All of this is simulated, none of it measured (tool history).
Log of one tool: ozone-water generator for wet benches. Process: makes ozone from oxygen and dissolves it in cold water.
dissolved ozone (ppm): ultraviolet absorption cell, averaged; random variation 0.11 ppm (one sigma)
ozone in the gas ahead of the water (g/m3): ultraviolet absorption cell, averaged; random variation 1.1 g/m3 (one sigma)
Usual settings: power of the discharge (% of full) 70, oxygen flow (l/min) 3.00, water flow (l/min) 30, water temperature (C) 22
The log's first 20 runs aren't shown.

run      day  power of the discharge (% of full)  oxygen flow (l/min)  water flow (l/min)  water temperature (C)  dissolved ozone (ppm)  ozone in the gas ahead of the water (g/m3)
     109.846  -- contactor cleaned
 21  111.404                                  40                 4.23                  39                     21                    5.7                                       113.3
 22  115.550                                  70                 2.48                  25                     23                   11.5                                       215.8
 23  119.758                                  70                 1.78                  31                     16                    8.8                                       268.7
 24  126.129                                  70                 3.80                  31                     22                    9.4                                       164.0
 25  131.129                                  70                 3.00                  31                     23                    9.1                                       191.2
 26  134.512                                  82                 3.00                  30                     14                   10.9                                       207.1
 27  137.704                                  70                 2.26                  30                     30                    8.9                                       230.2
 28  142.438                                  70                 2.26                  30                     30                    8.6                                       230.5
 29  148.983                                  88                 2.26                  30                     22                   10.7                                       260.7
 30  153.962                                  88                 2.26                  30                     22                   10.5                                       262.6
 31  157.196                                  88                 2.26                  30                     22                   10.5                                       259.5
 32  161.625                                  88                 2.26                  30                     22                   10.6                                       259.5
 33  168.729                                  70                 1.88                  30                     22                    9.2                                       262.0

4 ways to go on from here, each from the tool as it stands after run 33. What would each give?
  A  172.442                                  50                 2.66                  30                     29                      ?                                           ?
  B  172.442                                  65                 1.84                  30                     22                      ?                                           ?
  C  172.442                                  70                 1.58                  25                     22                      ?                                           ?
  D  172.442                                  70                 4.74                  24                     24                      ?                                           ?

run  dissolved ozone (ppm)  ozone in the gas ahead of the water (g/m3)
  A                    7.6                                       174.7
  B                    8.6                                       257.1
  C                   10.7                                       295.1
  D                   11.5                                       141.2
Without the tool's hidden state the same runs would have given:
run  dissolved ozone (ppm)  ozone in the gas ahead of the water (g/m3)
  A                    7.6                                       171.2
  B                    8.6                                       252.1
  C                   10.7                                       289.3
  D                   11.5                                       138.4

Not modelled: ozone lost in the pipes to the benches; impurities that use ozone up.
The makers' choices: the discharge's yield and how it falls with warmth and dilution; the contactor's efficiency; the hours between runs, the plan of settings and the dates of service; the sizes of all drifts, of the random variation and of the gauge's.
